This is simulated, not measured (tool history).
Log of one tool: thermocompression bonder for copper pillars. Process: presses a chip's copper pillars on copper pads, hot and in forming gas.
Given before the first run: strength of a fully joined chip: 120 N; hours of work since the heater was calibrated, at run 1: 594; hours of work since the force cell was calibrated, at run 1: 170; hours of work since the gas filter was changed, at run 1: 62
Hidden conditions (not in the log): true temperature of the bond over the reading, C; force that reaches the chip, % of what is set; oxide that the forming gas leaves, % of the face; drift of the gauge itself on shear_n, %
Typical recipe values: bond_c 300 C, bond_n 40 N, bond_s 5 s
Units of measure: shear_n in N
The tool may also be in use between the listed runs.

run,hour,bond_c,bond_n,bond_s,hours of work since the heater was calibrated,hours of work since the force cell was calibrated,hours of work since the gas filter was changed,shear_n
1,0,300,40,5,594,170,62,66.2
2,9.6,300,40,6,598,174,66,70.1
3,17.1,300,40,8,601,178,69,75.8
4,23.1,300,40,8,604,180,72,76.4
5,33.2,300,40,8,608,185,76,76.8
6,39.8,300,40,8,611,187,79,76.5
7,49.1,300,40,8,615,191,83,75.6
8,57.8,300,40,7,619,195,86,72.2
9,64.5,300,40,5,622,198,89,66.5
10,72.2,300,40,5,625,201,93,66.7
11,79.1,300,40,5,628,204,96,66.2
# hour 81.3: force cell calibrated
12,85.5,320,40,5,630,2,98,75.3
13,91.3,276,26,3,633,4,100,30.2
14,98.5,276,43,13,636,7,103,77.8
# hour 102: force cell calibrated, once more
15,105.8,270,55,4,638,2,106,58.8
16,115.6,325,26,12,642,6,110,76.2
17,120.5,300,41,14,644,8,112,89.1
18,131.1,300,41,14,649,13,117,88.7
19,135.4,322,47,5,651,14,119,83.6
20,145.4,305,38,4,655,19,123,60.9
21,151.9,305,38,4,658,21,126,60.6
22,158,285,40,14,661,24,128,80.5
23,167.3,285,40,14,665,28,132,78.4

Forecast each of these 4 alternatives for the next run:
A,177.7,285,55,3,669,33,137,?
B,177.7,282,40,6,669,33,137,?
C,177.7,286,50,9,669,33,137,?
D,177.7,328,40,12,669,33,137,?

run,shear_n
A,60.8
B,59.3
C,80.8
D,96.6
Take away the tool's hidden state, keep each run's random variation, and the runs would have read:
run,shear_n
A,65.9
B,64.3
C,86.4
D,101.6

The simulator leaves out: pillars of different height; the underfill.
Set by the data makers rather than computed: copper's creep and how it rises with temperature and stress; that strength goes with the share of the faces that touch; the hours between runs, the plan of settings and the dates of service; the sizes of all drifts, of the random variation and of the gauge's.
